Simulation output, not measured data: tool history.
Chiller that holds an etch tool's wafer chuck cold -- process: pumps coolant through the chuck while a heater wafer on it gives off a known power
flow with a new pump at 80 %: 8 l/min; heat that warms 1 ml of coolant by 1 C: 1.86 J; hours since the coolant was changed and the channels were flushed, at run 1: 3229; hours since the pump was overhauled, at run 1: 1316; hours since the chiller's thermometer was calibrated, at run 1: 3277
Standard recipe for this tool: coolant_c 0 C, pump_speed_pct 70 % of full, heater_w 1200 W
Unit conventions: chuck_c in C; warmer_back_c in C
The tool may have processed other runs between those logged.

run     day  coolant_c  pump_speed_pct  heater_w  hours since the coolant was changed and the channels were flushed  hours since the pump was overhauled  hours since the chiller's thermometer was calibrated  chuck_c  warmer_back_c
  1       0          0              70      1200                                                               3229                                 1316                                                  3277     18.1           5.65
  2   0.775          0              70      1200                                                               3247                                 1335                                                  3295       18           5.67
  3   2.092          0              70      1200                                                               3279                                 1367                                                  3327     18.1           5.77
  4   3.121          0              70      1200                                                               3304                                 1391                                                  3351     18.1           5.75
  5   4.379          0              70      1200                                                               3334                                 1421                                                  3382     18.3           5.76
  6   5.162         10              70      1200                                                               3353                                 1440                                                  3401     28.2           5.68
  7   6.554          0              70      1200                                                               3386                                 1474                                                  3434     18.2           5.72
  8   7.358          0              70      1200                                                               3405                                 1493                                                  3453     18.3           5.76
  9   8.325          0              70      1248                                                               3428                                 1516                                                  3476     19.2           5.92
 10   9.046          0              70      1248                                                               3446                                 1533                                                  3494     19.1           5.96
 11  10.538          0              70      1248                                                               3482                                 1569                                                  3529     19.3           6.04
 12  11.258          0              70      1248                                                               3499                                 1587                                                  3547     19.1           5.96
 13  12.046          0              70      1248                                                               3518                                 1606                                                  3566     19.1              6
 14  13.504          0              70      1248                                                               3553                                 1640                                                  3601     19.2           5.95
 15  14.529          0              87      1200                                                               3577                                 1665                                                  3625     16.6           4.62
 16  15.571         -1              87      1200                                                               3602                                 1690                                                  3650     15.6           4.59
 17  16.571          6              87       840                                                               3626                                 1714                                                  3674     17.8           3.25
 18    17.2          4              87       840                                                               3642                                 1729                                                  3689     15.8           3.31
 19  18.621          4              87       840                                                               3676                                 1763                                                  3724     15.7           3.22
 20  19.583          2              66      1572                                                               3699                                 1786                                                  3747       27           7.97
     19.929  -- coolant pump overhauled
 21  20.579         -4              83       678                                                               3718                                   16                                                  3766      5.9           2.75
 22  21.929         -4              83       678                                                               3750                                   48                                                  3798      6.1           2.81
     22.712  -- coolant pump overhauled, once more
 23  22.788         -3              70      1253                                                               3766                                    2                                                  3814     15.9           5.76
 24  23.533         -8              72      1200                                                               3784                                   20                                                  3831       10           5.32
 25  24.442          9              98       893                                                               3805                                   42                                                  3853     20.7           2.93
 26  25.838          9              98       893                                                               3839                                   75                                                  3887     20.7           2.94
 27  27.092          5              74      1317                                                               3869                                  105                                                  3917     24.6           5.72
 28  27.796          5              74      1317                                                               3886                                  122                                                  3934     24.4           5.73
 29  29.183         -7              74      1361                                                               3919                                  155                                                  3967     13.1           5.89
 30  30.658        -10              70      1200                                                               3955                                  191                                                  4002      8.3           5.55
 31  31.879        -10              71       663                                                               3984                                  220                                                  4032      0.3           2.99

Pick out some run-to-run changes in chuck_c. Of each, how much would a tool without hidden state show as well, from the settings, what came in and chance, and how much is left for the hidden state and any gauge scatter not in both results compared?
Hidden state at play: heat passed by the chuck's channels, % of clean ones'; flow at a given pump speed, % of a new pump's; coolant's true temperature over the reading, C; drift of the gauge itself on chuck_c, C; drift of the gauge itself on warmer_back_c, C.
Run 19 -> 20: coolant_c 4 -> 2, pump_speed_pct 87 -> 66, heater_w 840 -> 1572. chuck_c +11.3 C: hidden state +1.9, all else +9.4.
Run 20 -> 21: coolant_c 2 -> -4, pump_speed_pct 66 -> 83, heater_w 1572 -> 678, coolant pump overhauled. chuck_c -21.1 C: hidden state -2.2, all else -18.9.
Run 26 -> 27: coolant_c 9 -> 5, pump_speed_pct 98 -> 74, heater_w 893 -> 1317. chuck_c +3.9 C: hidden state +1, all else +2.9.
Run 28 -> 29: coolant_c 5 -> -7, heater_w 1317 -> 1361. chuck_c -11.3 C: hidden state +0.2, all else -11.5.
